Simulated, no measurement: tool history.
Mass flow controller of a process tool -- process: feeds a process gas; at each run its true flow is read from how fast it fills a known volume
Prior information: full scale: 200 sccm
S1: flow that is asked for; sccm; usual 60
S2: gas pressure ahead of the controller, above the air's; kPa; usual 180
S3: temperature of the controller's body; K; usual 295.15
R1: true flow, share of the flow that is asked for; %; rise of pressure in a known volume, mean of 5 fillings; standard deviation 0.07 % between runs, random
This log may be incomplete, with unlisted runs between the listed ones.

run    hour   S1   S2      S3     R1
  1       0   60  180  295.15  96.77
  2    76.4   60  180  295.15  96.75
  3   140.1   60  180  295.15  96.73
  4   203.8   60  180  295.15  96.56
  5     281   60  180  295.15  96.43
  6   328.5   60  180  295.15  96.47
  7   369.1   60  180  305.15  97.44
  8   444.8   60  180  305.15  97.33
  9   512.5   60  180  308.15   97.7
 10   580.7   60  180  308.15  97.75
 11   619.2   60  180  308.15  97.63
 12   652.5   60  180  308.15  97.56
 13   684.8   60  195  308.15  97.64
 14   749.3   60  180  300.15  96.76
 15   793.1   21  180  295.15  91.94
 16   839.5   60  247  295.15  96.27
 17   904.8   60  140  295.15  96.01
 18   982.9   60  180  295.15  96.08
 19  1048.6   39  180  295.15  94.67
 20  1111.8   39  206  302.15  95.27
 21  1147.3   35  143  306.15  95.12
 22  1200.3  112  143  299.15  97.64
 23  1237.3   60  222  295.15     96
 24  1275.3   60  222  295.15  95.88
 25    1324   26  154  308.15  93.49
 26  1366.7   82  141  308.15  97.84
 27  1401.8   24  221  297.15  92.05
 28  1454.3   81  180  295.15  96.59
 29  1490.7   81  180  295.15   96.6
 30  1540.6   81  208  295.15  96.61
 31  1600.5   26  213  303.15  92.69
 32  1640.7   60  155  295.15  95.66
 33  1688.7   60  155  295.15  95.55
 34  1747.7   60  155  295.15  95.44
 35  1806.6   45  165  300.15  94.88
 36  1874.2   28  147  297.15  92.11

What if the next run were any one of these 3? Each begins from the tool's condition after run 36:
  A  1918.7  54  147  297.15   ?
  B  1918.7  60  162  297.15   ?
  C  1918.7  22  181  296.15   ?

run     R1
  A  95.23
  B  95.63
  C  90.23
With no hidden state in the tool, these same runs would have given:
run     R1
  A  98.89
  B  98.97
  C  98.58
